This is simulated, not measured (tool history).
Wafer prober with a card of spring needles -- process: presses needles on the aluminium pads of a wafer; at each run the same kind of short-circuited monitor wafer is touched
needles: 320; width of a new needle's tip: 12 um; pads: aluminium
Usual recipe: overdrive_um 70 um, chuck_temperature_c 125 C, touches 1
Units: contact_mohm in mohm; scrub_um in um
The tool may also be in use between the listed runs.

run     day  overdrive_um  chuck_temperature_c  touches  contact_mohm  scrub_um
  1   0.000            70                  125        1           267    15.279
  2   1.488            70                  125        3           267    15.273
  3   2.725            70                   77        1           265    15.272
  4   4.375            70                  125        1           268    15.232
  5   6.550            70                  125        1           264    15.220
  6   9.146            70                  125        1           278    15.186
  7  11.046            70                  125        1           271    15.300
  8  12.696            70                  125        1           282    15.258
  9  15.200            71                  125        1           289    15.467
 10  16.346            71                  125        1           286    15.462
 11  17.967            71                  125        1           278    15.449
 12  20.096            70                  125        1           277    15.212
 13  22.504            70                  125        1           280    15.271
 14  23.912            70                  125        1           287    15.284
 15  26.400            61                  125        1           291    13.275
 16  28.021            80                  125        2           272    17.413
 17  29.383            80                  125        2           275    17.413
 18  31.212            80                  125        2           273    17.394
 19  32.621            60                   26        3           250    13.027
 20  34.029            60                   26        3           248    13.105
 21  36.400            52                   84        3           259    11.311
 22  38.346            52                   84        1           288    11.303
 23  39.500            77                   81        2           263    16.754
 24  41.533            72                  125        2           271    15.658
 25  43.812            53                   33        1           275    11.490
 26  46.025            61                   90        1           278    13.298
 27  48.567            82                   92        1           271    17.861
 28  49.921            82                   92        1           259    17.819
 29  51.517            70                  125        1           278    15.212
 30  53.854            86                  125        1           276    18.692

Withheld: 52 entries from between the runs. Position of each, and hidden state at the listed run before versus the listed run after:
In the gap between runs 1 and 2: tips cleaned on abrasive film (day 1.071)
  debris on the tips, nm: 6.3 -> 66.8; way that the needles fall short of the set height, um: 0 -> 0.03; tips' diameter, um: 12.13 -> 12.15
  measured minus no-state result, contact_mohm: +1 -> +4 mohm; scrub_um: +0.000 -> -0.007 um
In the gap between runs 2 and 3: tips cleaned on abrasive film (day 2.154)
  debris on the tips, nm: 66.8 -> 81; way that the needles fall short of the set height, um: 0.03 -> 0.08; tips' diameter, um: 12.15 -> 12.16
  measured minus no-state result, contact_mohm: +4 -> +16 mohm; scrub_um: -0.007 -> -0.017 um
In the gap between runs 3 and 4: tips cleaned on abrasive film (day 3.296); tips cleaned on abrasive film (day 4.375)
  debris on the tips, nm: 81 -> 12; way that the needles fall short of the set height, um: 0.08 -> 0.18; tips' diameter, um: 12.16 -> 12.2
  measured minus no-state result, contact_mohm: +16 -> +2 mohm; scrub_um: -0.017 -> -0.038 um
In the gap between runs 4 and 5: tips cleaned on abrasive film (day 5.488); tips cleaned on abrasive film (day 6.550)
  debris on the tips, nm: 12 -> 7.8; way that the needles fall short of the set height, um: 0.18 -> 0.25; tips' diameter, um: 12.2 -> 12.22
  measured minus no-state result, contact_mohm: +2 -> +2 mohm; scrub_um: -0.038 -> -0.054 um
In the gap between runs 5 and 6: tips cleaned on abrasive film (day 7.692); tips cleaned on abrasive film (day 8.729)
  debris on the tips, nm: 7.8 -> 67.8; way that the needles fall short of the set height, um: 0.25 -> 0.34; tips' diameter, um: 12.22 -> 12.25
  measured minus no-state result, contact_mohm: +2 -> +13 mohm; scrub_um: -0.054 -> -0.073 um
In the gap between runs 6 and 7: tips cleaned on abrasive film (day 9.767); tips cleaned on abrasive film (day 10.854); height of the first contact set anew (day 11.008)
  debris on the tips, nm: 67.8 -> 35.9; way that the needles fall short of the set height, um: 0.34 -> 0; tips' diameter, um: 12.25 -> 12.28
  measured minus no-state result, contact_mohm: +13 -> +7 mohm; scrub_um: -0.073 -> +0.000 um
In the gap between runs 7 and 8: tips cleaned on abrasive film (day 12.021)
  debris on the tips, nm: 35.9 -> 89.8; way that the needles fall short of the set height, um: 0 -> 0.04; tips' diameter, um: 12.28 -> 12.29
  measured minus no-state result, contact_mohm: +7 -> +17 mohm; scrub_um: +0.000 -> -0.010 um
In the gap between runs 8 and 9: tips cleaned on abrasive film (day 13.167); tips cleaned on abrasive film (day 14.192)
  debris on the tips, nm: 89.8 -> 109.8; way that the needles fall short of the set height, um: 0.04 -> 0.12; tips' diameter, um: 12.29 -> 12.32
  measured minus no-state result, contact_mohm: +17 -> +21 mohm; scrub_um: -0.010 -> -0.027 um
In the gap between runs 9 and 10: tips cleaned on abrasive film (day 15.400)
  debris on the tips, nm: 109.8 -> 107.8; way that the needles fall short of the set height, um: 0.12 -> 0.16; tips' diameter, um: 12.32 -> 12.33
  measured minus no-state result, contact_mohm: +21 -> +21 mohm; scrub_um: -0.027 -> -0.036 um
In the gap between runs 10 and 11: tips cleaned on abrasive film (day 16.517); tips cleaned on abrasive film (day 17.621)
  debris on the tips, nm: 107.8 -> 62.3; way that the needles fall short of the set height, um: 0.16 -> 0.24; tips' diameter, um: 12.33 -> 12.36
  measured minus no-state result, contact_mohm: +21 -> +12 mohm; scrub_um: -0.036 -> -0.052 um
In the gap between runs 11 and 12: tips cleaned on abrasive film (day 18.750); tips cleaned on abrasive film (day 19.812)
  debris on the tips, nm: 62.3 -> 56.3; way that the needles fall short of the set height, um: 0.24 -> 0.34; tips' diameter, um: 12.36 -> 12.39
  measured minus no-state result, contact_mohm: +12 -> +11 mohm; scrub_um: -0.052 -> -0.073 um
In the gap between runs 12 and 13: tips cleaned on abrasive film (day 20.846); tips cleaned on abrasive film (day 21.908); height of the first contact set anew (day 22.162)
  debris on the tips, nm: 56.3 -> 81.6; way that the needles fall short of the set height, um: 0.34 -> 0; tips' diameter, um: 12.39 -> 12.42
  measured minus no-state result, contact_mohm: +11 -> +15 mohm; scrub_um: -0.073 -> +0.000 um
In the gap between runs 13 and 14: tips cleaned on abrasive film (day 23.083)
  debris on the tips, nm: 81.6 -> 101.9; way that the needles fall short of the set height, um: 0 -> 0.03; tips' diameter, um: 12.42 -> 12.44
  measured minus no-state result, contact_mohm: +15 -> +20 mohm; scrub_um: +0.000 -> -0.007 um
In the gap between runs 14 and 15: tips cleaned on abrasive film (day 24.267); tips cleaned on abrasive film (day 25.404)
  debris on the tips, nm: 101.9 -> 109.1; way that the needles fall short of the set height, um: 0.03 -> 0.13; tips' diameter, um: 12.44 -> 12.47
  measured minus no-state result, contact_mohm: +20 -> +26 mohm; scrub_um: -0.007 -> -0.029 um
In the gap between runs 15 and 16: tips cleaned on abrasive film (day 26.571); tips cleaned on abrasive film (day 27.704)
  debris on the tips, nm: 109.1 -> 54.8; way that the needles fall short of the set height, um: 0.13 -> 0.2; tips' diameter, um: 12.47 -> 12.49
  measured minus no-state result, contact_mohm: +26 -> +5 mohm; scrub_um: -0.029 -> -0.043 um
In the gap between runs 16 and 17: tips cleaned on abrasive film (day 28.746)
  debris on the tips, nm: 54.8 -> 95.5; way that the needles fall short of the set height, um: 0.2 -> 0.24; tips' diameter, um: 12.49 -> 12.51
  measured minus no-state result, contact_mohm: +5 -> +9 mohm; scrub_um: -0.043 -> -0.052 um
In the gap between runs 17 and 18: tips cleaned on abrasive film (day 29.812); tips cleaned on abrasive film (day 30.912)
  debris on the tips, nm: 95.5 -> 51.2; way that the needles fall short of the set height, um: 0.24 -> 0.33; tips' diameter, um: 12.51 -> 12.54
  measured minus no-state result, contact_mohm: +9 -> +5 mohm; scrub_um: -0.052 -> -0.071 um
In the gap between runs 18 and 19: tips cleaned on abrasive film (day 32.029)
  debris on the tips, nm: 51.2 -> 85.6; way that the needles fall short of the set height, um: 0.33 -> 0.37; tips' diameter, um: 12.54 -> 12.55
  measured minus no-state result, contact_mohm: +5 -> +9 mohm; scrub_um: -0.071 -> -0.080 um
In the gap between runs 19 and 20: tips cleaned on abrasive film (day 33.125); height of the first contact set anew (day 33.138)
  debris on the tips, nm: 85.6 -> 103; way that the needles fall short of the set height, um: 0.37 -> 0; tips' diameter, um: 12.55 -> 12.57
  measured minus no-state result, contact_mohm: +9 -> +11 mohm; scrub_um: -0.080 -> +0.000 um
In the gap between runs 20 and 21: tips cleaned on abrasive film (day 34.233); tips cleaned on abrasive film (day 35.358); tips cleaned on abrasive film (day 36.400)
  debris on the tips, nm: 103 -> 6.3; way that the needles fall short of the set height, um: 0 -> 0.13; tips' diameter, um: 12.57 -> 12.61
  measured minus no-state result, contact_mohm: +11 -> +2 mohm; scrub_um: +0.000 -> -0.029 um
In the gap between runs 21 and 22: tips cleaned on abrasive film (day 37.646)
  debris on the tips, nm: 6.3 -> 91; way that the needles fall short of the set height, um: 0.13 -> 0.18; tips' diameter, um: 12.61 -> 12.63
  measured minus no-state result, contact_mohm: +2 -> +32 mohm; scrub_um: -0.029 -> -0.040 um
In the gap between runs 22 and 23: tips cleaned on abrasive film (day 38.683)
  debris on the tips, nm: 91 -> 102.9; way that the needles fall short of the set height, um: 0.18 -> 0.22; tips' diameter, um: 12.63 -> 12.64
  measured minus no-state result, contact_mohm: +32 -> +12 mohm; scrub_um: -0.040 -> -0.049 um
In the gap between runs 23 and 24: tips cleaned on abrasive film (day 39.746); tips cleaned on abrasive film (day 40.950)
  debris on the tips, nm: 102.9 -> 80.1; way that the needles fall short of the set height, um: 0.22 -> 0.29; tips' diameter, um: 12.64 -> 12.67
  measured minus no-state result, contact_mohm: +12 -> +9 mohm; scrub_um: -0.049 -> -0.063 um
In the gap between runs 24 and 25: tips cleaned on abrasive film (day 42.083); tips cleaned on abrasive film (day 43.250)
  debris on the tips, nm: 80.1 -> 81.7; way that the needles fall short of the set height, um: 0.29 -> 0.37; tips' diameter, um: 12.67 -> 12.69
  measured minus no-state result, contact_mohm: +9 -> +30 mohm; scrub_um: -0.063 -> -0.080 um
In the gap between runs 25 and 26: height of the first contact set anew (day 44.121); tips cleaned on abrasive film (day 44.288); tips cleaned on abrasive film (day 45.475)
  debris on the tips, nm: 81.7 -> 78.7; way that the needles fall short of the set height, um: 0.37 -> 0.09; tips' diameter, um: 12.69 -> 12.73
  measured minus no-state result, contact_mohm: +30 -> +21 mohm; scrub_um: -0.080 -> -0.020 um
In the gap between runs 26 and 27: tips cleaned on abrasive film (day 46.500); tips cleaned on abrasive film (day 47.700)
  debris on the tips, nm: 78.7 -> 100; way that the needles fall short of the set height, um: 0.09 -> 0.16; tips' diameter, um: 12.73 -> 12.75
  measured minus no-state result, contact_mohm: +21 -> +16 mohm; scrub_um: -0.020 -> -0.034 um
In the gap between runs 27 and 28: tips cleaned on abrasive film (day 48.796); tips cleaned on abrasive film (day 49.921)
  debris on the tips, nm: 100 -> 7.9; way that the needles fall short of the set height, um: 0.16 -> 0.25; tips' diameter, um: 12.75 -> 12.78
  measured minus no-state result, contact_mohm: +16 -> +1 mohm; scrub_um: -0.034 -> -0.055 um
In the gap between runs 28 and 29: tips cleaned on abrasive film (day 50.992)
  debris on the tips, nm: 7.9 -> 81.2; way that the needles fall short of the set height, um: 0.25 -> 0.3; tips' diameter, um: 12.78 -> 12.8
  measured minus no-state result, contact_mohm: +1 -> +17 mohm; scrub_um: -0.055 -> -0.065 um
In the gap between runs 29 and 30: tips cleaned on abrasive film (day 52.104); tips cleaned on abrasive film (day 53.167)
  debris on the tips, nm: 81.2 -> 87; way that the needles fall short of the set height, um: 0.3 -> 0.36; tips' diameter, um: 12.8 -> 12.82
  measured minus no-state result, contact_mohm: +17 -> +13 mohm; scrub_um: -0.065 -> -0.078 um

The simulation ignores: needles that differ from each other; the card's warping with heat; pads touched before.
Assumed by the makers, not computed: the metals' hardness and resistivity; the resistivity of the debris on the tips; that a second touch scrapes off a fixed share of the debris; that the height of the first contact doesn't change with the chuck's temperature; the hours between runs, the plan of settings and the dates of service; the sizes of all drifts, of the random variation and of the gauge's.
